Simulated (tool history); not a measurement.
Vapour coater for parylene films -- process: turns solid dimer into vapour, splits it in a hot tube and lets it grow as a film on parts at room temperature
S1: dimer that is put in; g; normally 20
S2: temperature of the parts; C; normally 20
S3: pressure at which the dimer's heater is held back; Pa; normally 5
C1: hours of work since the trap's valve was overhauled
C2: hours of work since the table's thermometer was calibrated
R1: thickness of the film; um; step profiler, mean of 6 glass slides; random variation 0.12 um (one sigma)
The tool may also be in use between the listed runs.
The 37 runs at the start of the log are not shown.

run,hour,S1,S2,S3,C1,C2,R1
38,592.8,14,20,7.84,250,612,8.87
39,603.8,14,23,7.84,257,619,8.07
40,616.6,20,28,3.44,265,627,11.3
41,633.1,10,19,2.95,275,637,8.01
42,654.3,9,14,3.58,288,650,8.24
43,668.9,9,14,3.58,297,659,8.13
44,679.1,9,13,5,303,665,7.83
45,698.6,9,13,5,315,677,7.79

Estimate the outcome of run 46 from the log above:
46,710,9,22,9.6,322,684,?

Run 46 gave R1 5.08 um.
If the tool had no hidden condition, the same run with the same run-to-run variation would have returned R1 5.32 um.
